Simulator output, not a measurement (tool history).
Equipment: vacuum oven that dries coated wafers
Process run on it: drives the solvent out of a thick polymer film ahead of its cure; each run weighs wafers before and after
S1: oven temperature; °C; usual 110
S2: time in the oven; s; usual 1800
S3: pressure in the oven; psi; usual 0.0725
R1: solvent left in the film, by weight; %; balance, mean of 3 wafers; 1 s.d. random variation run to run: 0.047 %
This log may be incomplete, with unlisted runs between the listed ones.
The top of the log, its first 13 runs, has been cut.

run,hour,S1,S2,S3,R1
14,425.3,110,1800,0.1262,4.81
15,470.5,110,1800,0.1262,4.87
16,508.9,110,1800,0.173,5.09
17,542.7,114,1800,0.0725,3.58
18,576.1,114,1800,0.0725,3.63
19,621.6,114,1800,0.0725,3.68
20,662.9,114,1800,0.0725,3.66
21,691.4,114,1800,0.0725,3.63
22,714.1,114,1800,0.0725,3.64
23,757.8,114,1800,0.0725,3.65
24,779.8,114,2820,0.2244,2.9
25,821.1,105,1380,0.0364,7.11
26,868.4,99,1980,0.0949,7.5
27,902.5,100,1320,0.1067,9.05
28,927,100,1320,0.1067,8.93
29,976.1,100,1320,0.1067,9.07
30,1012.5,110,1980,0.0796,4.27
31,1041.6,122,1140,0.1907,4.4
32,1081.5,110,1620,0.2516,6.3
33,1111,110,2400,0.0769,3.4
34,1147.3,104,1800,0.1495,6.92
35,1185.8,104,1800,0.1495,6.84

What will run 36 give?
36,1216.4,104,1800,0.1495,?

Run 36 yielded R1 6.88 %.
On a tool with no hidden condition, and with the same random variation, this run would have come out at R1 6.02 %.
